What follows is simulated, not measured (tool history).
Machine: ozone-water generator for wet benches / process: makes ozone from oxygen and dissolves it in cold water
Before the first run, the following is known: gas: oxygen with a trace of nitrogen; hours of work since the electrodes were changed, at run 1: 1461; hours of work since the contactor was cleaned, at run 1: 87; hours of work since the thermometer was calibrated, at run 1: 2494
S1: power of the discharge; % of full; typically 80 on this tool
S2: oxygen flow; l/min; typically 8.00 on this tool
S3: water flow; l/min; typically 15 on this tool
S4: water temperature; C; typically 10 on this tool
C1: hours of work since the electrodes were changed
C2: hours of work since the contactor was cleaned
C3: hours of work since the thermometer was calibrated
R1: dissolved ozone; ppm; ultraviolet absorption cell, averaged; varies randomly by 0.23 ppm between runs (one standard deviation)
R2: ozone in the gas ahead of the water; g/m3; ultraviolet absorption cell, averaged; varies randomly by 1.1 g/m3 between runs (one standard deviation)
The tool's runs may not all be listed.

Run 1, day 0.000: usual settings; C1 1461; C2 87; C3 2494. Result: R1 32.1 ppm, R2 191.1 g/m3.
Run 2, day 4.038: usual settings; C1 1541; C2 167; C3 2574. Result: R1 32.8 ppm, R2 192.3 g/m3.
Run 3, day 8.283: usual settings; C1 1625; C2 250; C3 2658. Result: R1 32.3 ppm, R2 194.0 g/m3.
Run 4, day 12.583: usual settings but S1 52 % of full; C1 1709; C2 335; C3 2743. Result: R1 21.9 ppm, R2 131.2 g/m3.
Run 5, day 16.221: usual settings but S4 6 C; C1 1781; C2 407; C3 2814. Result: R1 34.3 ppm, R2 190.8 g/m3.
Run 6, day 19.912: usual settings but S4 6 C; C1 1854; C2 480; C3 2887. Result: R1 34.3 ppm, R2 189.9 g/m3.
Run 7, day 23.279: usual settings but S2 4.85 l/min; C1 1920; C2 546; C3 2953. Result: R1 30.4 ppm, R2 232.4 g/m3.
Run 8, day 27.521: usual settings but S2 4.85 l/min; C1 2004; C2 630; C3 3037. Result: R1 30.4 ppm, R2 231.7 g/m3.
Run 9, day 31.867: usual settings but S2 5.02 l/min; C1 2090; C2 716; C3 3123. Result: R1 30.8 ppm, R2 228.8 g/m3.
At day 32.458: contactor cleaned.
Run 10, day 34.896: usual settings but S2 5.02 l/min; C1 2146; C2 48; C3 3179. Result: R1 30.3 ppm, R2 229.0 g/m3.
Run 11, day 37.233: usual settings; C1 2192; C2 94; C3 3225. Result: R1 31.6 ppm, R2 188.8 g/m3.
Run 12, day 39.600: usual settings but S1 48 % of full; C1 2239; C2 141; C3 3272. Result: R1 19.9 ppm, R2 119.7 g/m3.
Run 13, day 41.675: usual settings but S1 48 % of full; C1 2280; C2 182; C3 3313. Result: R1 20.1 ppm, R2 119.1 g/m3.
Run 14, day 44.996: usual settings but S2 12.27 l/min; C1 2345; C2 247; C3 3378. Result: R1 30.7 ppm, R2 157.4 g/m3.
Run 15, day 47.962: usual settings but S2 12.27 l/min; C1 2404; C2 306; C3 3437. Result: R1 31.1 ppm, R2 155.9 g/m3.
Run 16, day 51.179: usual settings but S3 10 l/min; C1 2467; C2 369; C3 3500. Result: R1 42.2 ppm, R2 187.5 g/m3.
Run 17, day 55.362: usual settings but S1 87 % of full, S2 13.57 l/min, S3 10 l/min; C1 2550; C2 452; C3 3583. Result: R1 42.4 ppm, R2 163.0 g/m3.
At day 59.521: contactor cleaned, once more.
Run 18, day 59.625: usual settings but S1 70 % of full, S2 5.60 l/min, S3 21 l/min, S4 14 C; C1 2631; C2 2; C3 3664. Result: R1 18.6 ppm, R2 191.0 g/m3.
Run 19, day 64.075: usual settings but S1 70 % of full, S2 5.60 l/min, S3 21 l/min, S4 14 C; C1 2718; C2 90; C3 3751. Result: R1 18.7 ppm, R2 191.4 g/m3.
Run 20, day 68.692: usual settings but S2 9.37 l/min; C1 2809; C2 181; C3 3843. Result: R1 31.4 ppm, R2 174.6 g/m3.
Run 21, day 72.092: usual settings but S1 76 % of full, S2 5.62 l/min; C1 2876; C2 248; C3 3910. Result: R1 29.0 ppm, R2 205.3 g/m3.
Run 22, day 75.704: usual settings but S4 13 C; C1 2948; C2 319; C3 3981. Result: R1 29.4 ppm, R2 183.1 g/m3.
Run 23, day 79.654: usual settings but S2 8.92 l/min, S3 10 l/min; C1 3026; C2 397; C3 4059. Result: R1 41.2 ppm, R2 176.7 g/m3.
Run 24, day 81.971: usual settings but S2 12.86 l/min, S4 13 C; C1 3071; C2 443; C3 4104. Result: R1 28.6 ppm, R2 152.8 g/m3.
Run 25, day 86.142: usual settings but S2 4.18 l/min, S4 15 C; C1 3154; C2 525; C3 4187. Result: R1 26.5 ppm, R2 237.9 g/m3.
Run 26, day 90.633: usual settings but S1 57 % of full, S3 11 l/min, S4 11 C; C1 3242; C2 614; C3 4275. Result: R1 28.7 ppm, R2 137.1 g/m3.
Run 27, day 95.325: usual settings but S1 95 % of full, S2 4.00 l/min; C1 3335; C2 706; C3 4368. Result: R1 32.6 ppm, R2 281.2 g/m3.
Run 28, day 97.742: usual settings but S3 9 l/min; C1 3382; C2 754; C3 4415. Result: R1 43.9 ppm, R2 182.3 g/m3.
Run 29, day 100.596: usual settings but S2 5.94 l/min, S3 17 l/min; C1 3439; C2 810; C3 4472. Result: R1 26.7 ppm, R2 208.1 g/m3.
Run 30, day 103.433: usual settings but S2 13.71 l/min; C1 3495; C2 866; C3 4528. Result: R1 29.9 ppm, R2 145.4 g/m3.
Run 31, day 107.479: usual settings but S2 13.71 l/min; C1 3574; C2 946; C3 4607. Result: R1 29.9 ppm, R2 147.0 g/m3.
Run 32, day 109.642: usual settings but S2 12.38 l/min, S4 5 C; C1 3617; C2 988; C3 4650. Result: R1 33.2 ppm, R2 150.4 g/m3.

Each row is a separate what-if for the run after 32, all from the same tool condition, not one after another. Results?
Run A, day 112.921: usual settings but S1 71 % of full, S2 14.06 l/min, S4 5 C; C1 3682; C2 1053; C3 4715. Result: R1 ?, R2 ?.
Run B, day 112.921: usual settings but S1 54 % of full, S2 12.38 l/min, S3 21 l/min, S4 13 C; C1 3682; C2 1053; C3 4715. Result: R1 ?, R2 ?.
Run C, day 112.921: usual settings but S1 55 % of full, S2 5.25 l/min, S4 12 C; C1 3682; C2 1053; C3 4715. Result: R1 ?, R2 ?.
Run D, day 112.921: usual settings but S2 8.50 l/min, S3 13 l/min; C1 3682; C2 1053; C3 4715. Result: R1 ?, R2 ?.

run    R1     R2
  A  29.8  129.2
  B  15.6  108.6
  C  20.5  155.0
  D  34.3  177.1
The same runs, with their run-to-run variation unchanged, on a tool lacking any hidden condition would have given:
run    R1     R2
  A  33.5  142.7
  B  17.1  117.2
  C  22.5  167.5
  D  38.9  197.8
